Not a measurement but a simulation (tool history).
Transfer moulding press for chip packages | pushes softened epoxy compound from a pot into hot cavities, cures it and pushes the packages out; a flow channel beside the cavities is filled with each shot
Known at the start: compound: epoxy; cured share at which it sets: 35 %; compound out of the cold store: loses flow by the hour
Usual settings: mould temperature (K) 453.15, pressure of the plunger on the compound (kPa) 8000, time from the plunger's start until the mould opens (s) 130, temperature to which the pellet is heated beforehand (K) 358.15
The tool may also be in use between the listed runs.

| run | hour | mould temperature (K) | pressure of the plunger on the compound (kPa) | time from the plunger's start until the mould opens (s) | temperature to which the pellet is heated beforehand (K) | incoming compound's hours out of the cold store | length that the compound runs in the flow channel (mm) | greatest force on the pins that push the packages out (N) |
|---|---|---|---|---|---|---|---|---|
| 1 | 0.0 | 453.15 | 8000 | 130 | 358.15 | 9.8 | 1051 | 463 |
|  | 25.3 | cavities cleaned with cleaning compound and waxed |
|  | 48.5 | mould's thermocouples calibrated |
| 2 | 60.8 | 453.15 | 8510 | 130 | 358.15 | 15.1 | 1054 | 467 |
|  | 81.0 | cavities cleaned with cleaning compound and waxed |
| 3 | 98.7 | 453.15 | 8510 | 130 | 363.15 | 22.0 | 1039 | 451 |
| 4 | 131.3 | 453.15 | 8510 | 130 | 363.15 | 27.8 | 1012 | 432 |
|  | 135.5 | cavities cleaned with cleaning compound and waxed |
| 5 | 170.2 | 453.15 | 8510 | 115 | 363.15 | 25.3 | 1023 | 548 |
|  | 191.6 | cavities cleaned with cleaning compound and waxed |
| 6 | 209.6 | 453.15 | 8510 | 115 | 363.15 | 42.1 | 959 | 527 |
|  | 246.9 | cavities cleaned with cleaning compound and waxed |
| 7 | 268.2 | 453.15 | 8510 | 115 | 363.15 | 30.0 | 1009 | 530 |
|  | 300.0 | cavities cleaned with cleaning compound and waxed |
|  | 307.2 | plunger's sealing rings changed |
| 8 | 321.9 | 453.15 | 8000 | 130 | 358.15 | 36.6 | 957 | 451 |
|  | 355.1 | cavities cleaned with cleaning compound and waxed |
| 9 | 355.1 | 453.15 | 8000 | 130 | 358.15 | 20.2 | 1011 | 451 |
| 10 | 399.1 | 453.15 | 8000 | 130 | 358.15 | 41.1 | 935 | 455 |
|  | 410.1 | cavities cleaned with cleaning compound and waxed |
|  | 463.3 | cavities cleaned with cleaning compound and waxed |
| 11 | 463.3 | 453.15 | 8000 | 130 | 358.15 | 10.3 | 1055 | 469 |
| 12 | 499.7 | 453.15 | 8000 | 130 | 358.15 | 25.0 | 1002 | 456 |
|  | 516.7 | cavities cleaned with cleaning compound and waxed |
| 13 | 562.9 | 453.15 | 8000 | 130 | 358.15 | 32.4 | 979 | 461 |
|  | 572.8 | cavities cleaned with cleaning compound and waxed |
| 14 | 607.2 | 453.15 | 8000 | 130 | 358.15 | 10.9 | 1048 | 457 |
|  | 627.4 | cavities cleaned with cleaning compound and waxed |
| 15 | 674.0 | 453.15 | 8000 | 130 | 358.15 | 29.6 | 981 | 443 |
|  | 683.8 | cavities cleaned with cleaning compound and waxed |
| 16 | 714.9 | 459.15 | 9390 | 128 | 367.15 | 18.2 | 1067 | 406 |
|  | 736.3 | cavities cleaned with cleaning compound and waxed |
|  | 743.5 | mould's thermocouples calibrated |
| 17 | 769.6 | 458.15 | 9200 | 128 | 367.15 | 16.5 | 1060 | 388 |
|  | 794.5 | cavities cleaned with cleaning compound and waxed |
| 18 | 823.1 | 456.15 | 7990 | 130 | 358.15 | 14.0 | 1024 | 406 |
|  | 847.5 | cavities cleaned with cleaning compound and waxed |
| 19 | 852.7 | 456.15 | 8890 | 147 | 358.15 | 29.0 | 1013 | 373 |
| 20 | 891.3 | 453.15 | 8000 | 119 | 358.15 | 17.4 | 1016 | 526 |
|  | 902.2 | cavities cleaned with cleaning compound and waxed |
|  | 912.7 | plunger's sealing rings changed |
| 21 | 928.2 | 447.15 | 7240 | 164 | 351.15 | 34.0 | 955 | 463 |
|  | 959.4 | cavities cleaned with cleaning compound and waxed |
| 22 | 992.3 | 447.15 | 7240 | 164 | 351.15 | 42.5 | 925 | 452 |
|  | 1013.7 | cavities cleaned with cleaning compound and waxed |
| 23 | 1053.1 | 457.15 | 8000 | 130 | 352.15 | 32.3 | 946 | 398 |
|  | 1069.5 | cavities cleaned with cleaning compound and waxed |
| 24 | 1098.5 | 453.15 | 7300 | 129 | 358.15 | 17.5 | 978 | 467 |
|  | 1122.6 | cavities cleaned with cleaning compound and waxed |
| 25 | 1128.0 | 448.15 | 6790 | 130 | 358.15 | 10.7 | 994 | 644 |
|  | 1177.0 | cavities cleaned with cleaning compound and waxed |
| 26 | 1189.3 | 448.15 | 6790 | 130 | 358.15 | 16.0 | 971 | 632 |

3 ways to go on from here, each from the tool as it stands after run 26. What would each give?
|  | 1233.9 | cavities cleaned with cleaning compound and waxed |
| A | 1244.7 | 446.15 | 8550 | 130 | 360.15 | 40.3 | ? | ? |
|  | 1233.9 | cavities cleaned with cleaning compound and waxed |
| B | 1244.7 | 448.15 | 6790 | 130 | 362.15 | 42.5 | ? | ? |
|  | 1233.9 | cavities cleaned with cleaning compound and waxed |
| C | 1244.7 | 451.15 | 8000 | 118 | 355.15 | 30.6 | ? | ? |

| run | length that the compound runs in the flow channel (mm) | greatest force on the pins that push the packages out (N) |
|---|---|---|
| A | 1018 | 682 |
| B | 882 | 579 |
| C | 984 | 602 |
Without the tool's hidden state the same runs would have given:
| run | length that the compound runs in the flow channel (mm) | greatest force on the pins that push the packages out (N) |
|---|---|---|
| A | 1018 | 681 |
| B | 883 | 578 |
| C | 984 | 600 |

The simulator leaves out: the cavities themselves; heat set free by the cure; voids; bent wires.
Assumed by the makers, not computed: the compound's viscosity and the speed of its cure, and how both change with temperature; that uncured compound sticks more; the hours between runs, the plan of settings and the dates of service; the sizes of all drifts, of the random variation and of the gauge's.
